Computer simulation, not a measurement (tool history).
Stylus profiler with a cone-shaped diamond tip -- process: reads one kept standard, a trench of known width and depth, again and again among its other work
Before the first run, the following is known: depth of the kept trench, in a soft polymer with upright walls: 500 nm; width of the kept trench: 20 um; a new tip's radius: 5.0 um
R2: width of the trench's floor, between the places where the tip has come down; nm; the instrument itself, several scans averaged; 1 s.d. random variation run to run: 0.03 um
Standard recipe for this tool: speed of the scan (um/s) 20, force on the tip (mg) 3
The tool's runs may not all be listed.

Run 1, day 0: usual settings. Result: depth of the trench (Å) 5072.6, R2 15530 nm.
Run 2, day 0.4: usual settings but force on the tip (mg) 5.83. Result: depth of the trench (Å) 5111.8, R2 15590 nm.
Run 3, day 0.992: usual settings but speed of the scan (um/s) 32, force on the tip (mg) 5.83. Result: depth of the trench (Å) 5113.9, R2 15500 nm.
Run 4, day 1.362: usual settings but speed of the scan (um/s) 32, force on the tip (mg) 5.83. Result: depth of the trench (Å) 5112.7, R2 15480 nm.
Run 5, day 1.679: usual settings but speed of the scan (um/s) 32, force on the tip (mg) 5.83. Result: depth of the trench (Å) 5110.6, R2 15550 nm.
Run 6, day 2.25: usual settings but speed of the scan (um/s) 32, force on the tip (mg) 5.83. Result: depth of the trench (Å) 5110.9, R2 15460 nm.
Run 7, day 2.754: usual settings. Result: depth of the trench (Å) 5074.5, R2 15560 nm.
Run 8, day 3.204: usual settings. Result: depth of the trench (Å) 5073.4, R2 15510 nm.
Run 9, day 3.529: usual settings. Result: depth of the trench (Å) 5076.4, R2 15550 nm.
Run 10, day 3.971: usual settings. Result: depth of the trench (Å) 5074.6, R2 15520 nm.
Run 11, day 4.608: usual settings. Result: depth of the trench (Å) 5075.3, R2 15580 nm.
Run 12, day 4.975: usual settings. Result: depth of the trench (Å) 5074, R2 15570 nm.
Run 13, day 5.288: usual settings but speed of the scan (um/s) 15. Result: depth of the trench (Å) 5072.5, R2 15560 nm.
Run 14, day 5.779: usual settings but speed of the scan (um/s) 15. Result: depth of the trench (Å) 5075.6, R2 15540 nm.
Run 15, day 6.142: usual settings but force on the tip (mg) 1.44. Result: depth of the trench (Å) 5047.4, R2 15470 nm.
Run 16, day 6.442: usual settings but force on the tip (mg) 3.17. Result: depth of the trench (Å) 5077.6, R2 15530 nm.
Run 17, day 6.938: usual settings but force on the tip (mg) 3.17. Result: depth of the trench (Å) 5078.2, R2 15500 nm.
Run 18, day 7.45: usual settings but force on the tip (mg) 3.17. Result: depth of the trench (Å) 5076, R2 15520 nm.
Run 19, day 8.104: usual settings but force on the tip (mg) 3.17. Result: depth of the trench (Å) 5077.6, R2 15510 nm.
Run 20, day 8.517: usual settings but force on the tip (mg) 2.78. Result: depth of the trench (Å) 5072.1, R2 15500 nm.
Run 21, day 9.042: usual settings but force on the tip (mg) 2.78. Result: depth of the trench (Å) 5070.6, R2 15500 nm.
Run 22, day 9.45: usual settings but force on the tip (mg) 4.09. Result: depth of the trench (Å) 5090.1, R2 15580 nm.
Run 23, day 9.792: usual settings but force on the tip (mg) 4.09. Result: depth of the trench (Å) 5088.9, R2 15500 nm.
Run 24, day 10.096: usual settings but speed of the scan (um/s) 14, force on the tip (mg) 4.05. Result: depth of the trench (Å) 5091.2, R2 15560 nm.
Run 25, day 10.558: usual settings but speed of the scan (um/s) 14, force on the tip (mg) 4.05. Result: depth of the trench (Å) 5090.9, R2 15570 nm.
Run 26, day 11.046: usual settings but speed of the scan (um/s) 57, force on the tip (mg) 8.82. Result: depth of the trench (Å) 5151.9, R2 15450 nm.
Run 27, day 11.65: usual settings but speed of the scan (um/s) 14, force on the tip (mg) 7.05. Result: depth of the trench (Å) 5127.7, R2 15470 nm.
Run 28, day 11.992: usual settings but speed of the scan (um/s) 22, force on the tip (mg) 3.02. Result: depth of the trench (Å) 5076.3, R2 15500 nm.
Run 29, day 12.375: usual settings but speed of the scan (um/s) 22, force on the tip (mg) 3.02. Result: depth of the trench (Å) 5074.3, R2 15460 nm.
Run 30, day 12.683: usual settings but speed of the scan (um/s) 7, force on the tip (mg) 3.02. Result: depth of the trench (Å) 5074.4, R2 15570 nm.
Run 31, day 13.333: usual settings but speed of the scan (um/s) 51, force on the tip (mg) 2.85. Result: depth of the trench (Å) 5073.6, R2 15350 nm.
Run 32, day 13.754: usual settings but speed of the scan (um/s) 51, force on the tip (mg) 5.95. Result: depth of the trench (Å) 5113.7, R2 15400 nm.
Run 33, day 14.346: usual settings but speed of the scan (um/s) 52, force on the tip (mg) 3.57. Result: depth of the trench (Å) 5083.8, R2 15340 nm.
Run 34, day 14.888: usual settings but force on the tip (mg) 1.08. Result: depth of the trench (Å) 5041.5, R2 15420 nm.
Run 35, day 15.479: usual settings but force on the tip (mg) 1.08. Result: depth of the trench (Å) 5041.4, R2 15430 nm.
Run 36, day 15.829: usual settings but speed of the scan (um/s) 21, force on the tip (mg) 3.47. Result: depth of the trench (Å) 5083.2, R2 15460 nm.
Run 37, day 16.171: usual settings but speed of the scan (um/s) 38, force on the tip (mg) 6.34. Result: depth of the trench (Å) 5122, R2 15430 nm.
Run 38, day 16.679: usual settings but force on the tip (mg) 6.34. Result: depth of the trench (Å) 5119.6, R2 15510 nm.
Run 39, day 16.975: usual settings but speed of the scan (um/s) 49, force on the tip (mg) 1.64. Result: depth of the trench (Å) 5054.7, R2 15320 nm.
Run 40, day 17.254: usual settings but speed of the scan (um/s) 38, force on the tip (mg) 2.66. Result: depth of the trench (Å) 5070.8, R2 15400 nm.
Run 41, day 17.9: usual settings but speed of the scan (um/s) 77. Result: depth of the trench (Å) 5077.4, R2 15240 nm.
Run 42, day 18.471: usual settings but speed of the scan (um/s) 77. Result: depth of the trench (Å) 5077.5, R2 15260 nm.
Run 43, day 18.954: usual settings but speed of the scan (um/s) 9, force on the tip (mg) 5.48. Result: depth of the trench (Å) 5110.9, R2 15510 nm.
Run 44, day 19.3: usual settings but speed of the scan (um/s) 9, force on the tip (mg) 5.48. Result: depth of the trench (Å) 5112.1, R2 15510 nm.
Run 45, day 19.788: usual settings but speed of the scan (um/s) 11, force on the tip (mg) 2.82. Result: depth of the trench (Å) 5073.7, R2 15530 nm.
Run 46, day 20.317: usual settings but speed of the scan (um/s) 11, force on the tip (mg) 2.82. Result: depth of the trench (Å) 5075.1, R2 15450 nm.

Each row is a separate what-if for the run after 46, all from the same tool condition, not one after another. Results?
Run A, day 20.933: usual settings but speed of the scan (um/s) 42, force on the tip (mg) 3.96. Result: depth of the trench (Å) ?, R2 ?.
Run B, day 20.933: usual settings but speed of the scan (um/s) 14. Result: depth of the trench (Å) ?, R2 ?.
Run C, day 20.933: usual settings but speed of the scan (um/s) 77, force on the tip (mg) 2.9. Result: depth of the trench (Å) ?, R2 ?.
Run D, day 20.933: usual settings but speed of the scan (um/s) 23, force on the tip (mg) 2.33. Result: depth of the trench (Å) ?, R2 ?.

run  depth of the trench (Å)     R2
  A                   5090.6  15370
  B                   5076.9  15490
  C                   5074.7  15210
  D                   5064.9  15460
Without the tool's hidden state the same runs would have given:
run  depth of the trench (Å)     R2
  A                   5082.8  15480
  B                   5069.1  15600
  C                   5066.9  15320
  D                   5057.1  15570
